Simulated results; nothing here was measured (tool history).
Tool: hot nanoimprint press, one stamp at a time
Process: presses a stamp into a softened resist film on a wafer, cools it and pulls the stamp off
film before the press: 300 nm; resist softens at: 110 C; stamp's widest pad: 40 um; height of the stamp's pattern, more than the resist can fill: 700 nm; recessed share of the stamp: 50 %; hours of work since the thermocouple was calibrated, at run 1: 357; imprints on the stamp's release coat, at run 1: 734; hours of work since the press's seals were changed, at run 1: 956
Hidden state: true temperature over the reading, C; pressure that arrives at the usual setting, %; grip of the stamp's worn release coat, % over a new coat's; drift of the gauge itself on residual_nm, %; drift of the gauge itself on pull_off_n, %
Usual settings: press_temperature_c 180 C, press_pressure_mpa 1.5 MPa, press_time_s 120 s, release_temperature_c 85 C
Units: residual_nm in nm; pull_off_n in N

| run | hour | press_temperature_c | press_pressure_mpa | press_time_s | release_temperature_c | hours of work since the thermocouple was calibrated | imprints on the stamp's release coat | hours of work since the press's seals were changed | residual_nm | pull_off_n |
|---|---|---|---|---|---|---|---|---|---|---|
| 1 | 0 | 180 | 1.5 | 120 | 85 | 357 | 734 | 956 | 104.2 | 219 |
|  | 16.2 | press's hydraulic seals changed and the load cell set to zero |
| 2 | 24.6 | 180 | 1.5 | 120 | 76 | 369 | 823 | 6 | 100.9 | 250 |
|  | 47.4 | plate thermocouple calibrated |
| 3 | 63.9 | 180 | 1.5 | 120 | 76 | 12 | 1018 | 34 | 106.5 | 271 |
|  | 89.7 | stamp cleaned and given a new release coat |
| 4 | 102.9 | 180 | 1.5 | 120 | 76 | 37 | 71 | 58 | 105.7 | 205 |
| 5 | 124.4 | 180 | 1.97 | 120 | 85 | 53 | 187 | 75 | 90.5 | 186 |
| 6 | 143.6 | 180 | 1.5 | 120 | 85 | 68 | 291 | 89 | 105.6 | 185 |
| 7 | 181.3 | 180 | 1.5 | 120 | 85 | 96 | 493 | 117 | 104.9 | 200 |
| 8 | 200.5 | 180 | 1.85 | 120 | 85 | 111 | 597 | 132 | 93.9 | 205 |
| 9 | 226.6 | 180 | 1.85 | 120 | 85 | 130 | 737 | 152 | 92.7 | 210 |
| 10 | 261.6 | 180 | 0.99 | 120 | 85 | 157 | 926 | 178 | 129.5 | 227 |
|  | 304.5 | stamp cleaned and given a new release coat |
| 11 | 306.7 | 180 | 0.99 | 120 | 85 | 186 | 12 | 207 | 128.5 | 167 |
| 12 | 334.7 | 180 | 0.99 | 120 | 85 | 207 | 162 | 228 | 128.9 | 176 |
| 13 | 366.5 | 180 | 1.5 | 120 | 85 | 231 | 333 | 252 | 103 | 188 |
| 14 | 404 | 180 | 1.95 | 120 | 85 | 259 | 535 | 280 | 89.4 | 204 |
| 15 | 420.8 | 178 | 2.16 | 120 | 85 | 272 | 626 | 293 | 90.5 | 208 |
| 16 | 450.7 | 173 | 2.16 | 102 | 89 | 294 | 787 | 316 | 117 | 203 |
| 17 | 470 | 173 | 2.16 | 102 | 89 | 309 | 891 | 330 | 117.1 | 201 |
| 18 | 496.4 | 173 | 2.16 | 102 | 89 | 329 | 1033 | 350 | 117.1 | 208 |
|  | 518.8 | stamp cleaned and given a new release coat |
| 19 | 519.4 | 191 | 1.5 | 120 | 85 | 342 | 3 | 363 | 70.8 | 170 |
| 20 | 559.9 | 169 | 1.32 | 207 | 79 | 372 | 222 | 393 | 134.7 | 206 |
|  | 581.5 | plate thermocouple calibrated |
| 21 | 603.4 | 184 | 1.3 | 139 | 74 | 17 | 440 | 424 | 94.9 | 246 |
| 22 | 639.6 | 182 | 0.98 | 65 | 80 | 44 | 635 | 451 | 153.7 | 236 |
| 23 | 657 | 182 | 0.98 | 65 | 80 | 57 | 729 | 464 | 152.9 | 238 |
| 24 | 677.7 | 180 | 1.2 | 120 | 91 | 72 | 840 | 480 | 119.5 | 201 |
| 25 | 708.5 | 180 | 1.2 | 120 | 88 | 96 | 1006 | 503 | 119.3 | 214 |
|  | 735.9 | stamp cleaned and given a new release coat |
| 26 | 750.4 | 178 | 1.23 | 120 | 85 | 123 | 78 | 530 | 125.7 | 178 |
| 27 | 774 | 174 | 1.5 | 120 | 81 | 140 | 205 | 548 | 131.1 | 201 |
| 28 | 799.3 | 174 | 1.5 | 120 | 92 | 159 | 342 | 567 | 131.7 | 165 |

Forecast each of these 5 alternatives for the next run:
| A | 830.2 | 169 | 1.5 | 150 | 92 | 183 | 508 | 590 | ? | ? |
| B | 830.2 | 174 | 1.5 | 120 | 70 | 183 | 508 | 590 | ? | ? |
| C | 830.2 | 180 | 1.02 | 120 | 85 | 183 | 508 | 590 | ? | ? |
| D | 830.2 | 181 | 1.5 | 120 | 83 | 183 | 508 | 590 | ? | ? |
| E | 830.2 | 170 | 2 | 149 | 85 | 183 | 508 | 590 | ? | ? |

| run | residual_nm | pull_off_n |
|---|---|---|
| A | 145.6 | 177 |
| B | 131.9 | 256 |
| C | 127.9 | 201 |
| D | 101.2 | 207 |
| E | 122.6 | 204 |
Without the tool's hidden state the same runs would have given:
| run | residual_nm | pull_off_n |
|---|---|---|
| A | 146.9 | 154 |
| B | 132.9 | 222 |
| C | 129.3 | 174 |
| D | 101.8 | 180 |
| E | 123.3 | 177 |

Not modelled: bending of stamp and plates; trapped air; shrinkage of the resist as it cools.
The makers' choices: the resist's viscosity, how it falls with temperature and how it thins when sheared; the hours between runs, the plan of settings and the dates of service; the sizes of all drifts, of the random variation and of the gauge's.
